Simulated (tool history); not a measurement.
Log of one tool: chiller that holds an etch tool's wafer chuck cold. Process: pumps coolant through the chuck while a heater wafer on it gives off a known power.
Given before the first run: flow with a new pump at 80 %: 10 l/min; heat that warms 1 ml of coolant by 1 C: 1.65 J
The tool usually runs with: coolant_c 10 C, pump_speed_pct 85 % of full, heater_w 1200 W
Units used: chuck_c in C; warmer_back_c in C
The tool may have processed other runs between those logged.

run,day,coolant_c,pump_speed_pct,heater_w,chuck_c,warmer_back_c
1,0,10,85,1200,18.06,4.08
2,0.804,10,85,1200,17.78,4.1
3,2.146,10,85,1200,17.86,4.11
4,2.988,6,85,1200,14,4.14
5,4.262,6,85,1200,14,4.08
6,5.433,6,85,1200,13.86,4.13
7,6.846,6,85,1200,13.84,4.15
8,8.25,6,85,1200,13.92,4.1
9,9.7,10,85,1200,18.03,4.1
10,11.162,10,85,1200,18.09,4.1
11,12.279,10,85,1200,17.97,4.08
12,13.512,10,85,1200,18.03,4.14
13,14.871,10,85,1288,18.71,4.43
14,15.617,10,85,1200,17.95,4.14
15,16.904,10,73,1200,18.94,4.91
16,18.192,3,93,980,9.15,3.06
17,19.133,18,85,1200,26.05,4.16
18,20.533,18,86,1200,25.85,4.06
19,21.812,11,95,1373,19.44,4.17
20,22.538,10,85,1032,16.95,3.54
21,23.671,9,86,1351,18.06,4.6
22,24.483,15,94,1200,22.37,3.69
23,25.879,15,94,1200,22.45,3.73
24,27.096,18,70,1200,27.3,5.18
25,27.746,2,85,1200,10.01,4.13
26,28.471,10,66,1160,19.33,5.32
27,29.617,7,71,1160,15.84,4.92
28,30.4,7,71,1160,15.97,4.88
29,31.508,19,61,1160,29.02,5.81

Alternative continuations, all from the tool just after run 29; predict every row:
A,32.912,7,74,1364,?,?
B,32.912,10,85,735,?,?
C,32.912,3,83,648,?,?

run,chuck_c,warmer_back_c
A,17.13,5.52
B,14.79,2.53
C,7.4,2.32
Without the tool's unlogged condition, the same runs would have read:
run,chuck_c,warmer_back_c
A,16.59,5.43
B,14.56,2.49
C,7.21,2.29
